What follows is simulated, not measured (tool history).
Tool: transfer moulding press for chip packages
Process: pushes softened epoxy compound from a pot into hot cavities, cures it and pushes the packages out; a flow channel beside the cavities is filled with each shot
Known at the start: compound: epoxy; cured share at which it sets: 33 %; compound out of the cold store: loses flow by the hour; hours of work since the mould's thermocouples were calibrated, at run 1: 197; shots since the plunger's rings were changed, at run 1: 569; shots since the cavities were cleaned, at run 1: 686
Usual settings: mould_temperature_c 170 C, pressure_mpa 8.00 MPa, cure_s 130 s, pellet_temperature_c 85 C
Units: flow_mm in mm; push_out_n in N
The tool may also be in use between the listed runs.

| run | day | mould_temperature_c | pressure_mpa | cure_s | pellet_temperature_c | hours of work since the mould's thermocouples were calibrated | shots since the plunger's rings were changed | shots since the cavities were cleaned | incoming compound's hours out of the cold store | flow_mm | push_out_n |
|---|---|---|---|---|---|---|---|---|---|---|---|
| 1 | 0.000 | 170 | 8.00 | 130 | 85 | 197 | 569 | 686 | 24.1 | 555 | 276 |
| 2 | 0.179 | 170 | 8.00 | 130 | 78 | 200 | 616 | 733 | 36.6 | 508 | 262 |
| 3 | 0.579 | 170 | 8.00 | 154 | 85 | 208 | 721 | 838 | 39.0 | 500 | 256 |
| 4 | 0.779 | 170 | 8.00 | 154 | 85 | 211 | 773 | 890 | 40.9 | 492 | 254 |
| 5 | 1.021 | 170 | 8.00 | 154 | 85 | 216 | 837 | 954 | 24.4 | 549 | 264 |
| 6 | 1.250 | 170 | 8.00 | 130 | 85 | 220 | 896 | 1013 | 37.5 | 497 | 263 |
| 7 | 1.479 | 170 | 8.00 | 130 | 85 | 224 | 956 | 1073 | 40.6 | 493 | 268 |
|  | 1.700 | cavities cleaned with cleaning compound and waxed |
| 8 | 1.858 | 170 | 8.00 | 130 | 85 | 230 | 1039 | 41 | 13.8 | 589 | 277 |
| 9 | 2.042 | 170 | 8.00 | 130 | 85 | 234 | 1087 | 89 | 44.9 | 481 | 258 |
| 10 | 2.421 | 170 | 8.00 | 130 | 85 | 241 | 1186 | 188 | 20.2 | 561 | 270 |
| 11 | 2.788 | 172 | 8.00 | 130 | 85 | 247 | 1282 | 284 | 19.1 | 561 | 265 |
| 12 | 3.138 | 170 | 8.00 | 130 | 85 | 254 | 1374 | 376 | 18.6 | 573 | 266 |
| 13 | 3.346 | 170 | 8.00 | 130 | 85 | 258 | 1428 | 430 | 41.3 | 487 | 268 |
| 14 | 3.612 | 170 | 6.45 | 130 | 85 | 263 | 1498 | 500 | 41.1 | 441 | 275 |
| 15 | 3.775 | 170 | 6.45 | 130 | 85 | 266 | 1541 | 543 | 31.6 | 467 | 276 |
| 16 | 4.154 | 174 | 8.15 | 167 | 85 | 273 | 1640 | 642 | 47.6 | 472 | 259 |
| 17 | 4.500 | 170 | 6.40 | 141 | 85 | 279 | 1731 | 733 | 46.8 | 425 | 266 |
| 18 | 4.717 | 163 | 7.40 | 130 | 88 | 283 | 1787 | 789 | 34.5 | 497 | 332 |
| 19 | 5.083 | 178 | 8.00 | 130 | 77 | 290 | 1884 | 886 | 39.9 | 487 | 251 |
| 20 | 5.396 | 170 | 8.00 | 130 | 86 | 296 | 1965 | 967 | 24.7 | 554 | 270 |
| 21 | 5.608 | 168 | 7.33 | 117 | 86 | 300 | 2021 | 1023 | 42.4 | 475 | 301 |
| 22 | 5.808 | 168 | 8.00 | 113 | 85 | 304 | 2072 | 1074 | 43.1 | 484 | 311 |
|  | 6.017 | cavities cleaned with cleaning compound and waxed |
| 23 | 6.096 | 168 | 8.00 | 113 | 85 | 308 | 2132 | 21 | 35.5 | 513 | 320 |
| 24 | 6.408 | 168 | 8.00 | 113 | 85 | 314 | 2214 | 103 | 19.3 | 571 | 327 |
| 25 | 6.708 | 164 | 8.24 | 130 | 78 | 319 | 2292 | 181 | 37.2 | 518 | 305 |
| 26 | 7.033 | 164 | 8.24 | 143 | 78 | 325 | 2377 | 266 | 45.2 | 491 | 278 |
| 27 | 7.333 | 170 | 8.00 | 130 | 85 | 331 | 2456 | 345 | 15.3 | 584 | 273 |
| 28 | 7.708 | 166 | 6.14 | 127 | 87 | 338 | 2554 | 443 | 8.1 | 554 | 322 |
| 29 | 8.046 | 170 | 6.00 | 130 | 85 | 344 | 2642 | 531 | 35.2 | 440 | 262 |

3 ways to go on from here, each from the tool as it stands after run 29. What would each give?
| A | 8.375 | 170 | 6.68 | 130 | 93 | 350 | 2729 | 618 | 26.6 | ? | ? |
| B | 8.375 | 170 | 6.27 | 130 | 85 | 350 | 2729 | 618 | 10.8 | ? | ? |
| C | 8.375 | 170 | 6.00 | 160 | 85 | 350 | 2729 | 618 | 45.2 | ? | ? |

| run | flow_mm | push_out_n |
|---|---|---|
| A | 497 | 271 |
| B | 536 | 268 |
| C | 410 | 254 |
Without the tool's hidden state the same runs would have given:
| run | flow_mm | push_out_n |
|---|---|---|
| A | 497 | 269 |
| B | 536 | 266 |
| C | 410 | 252 |
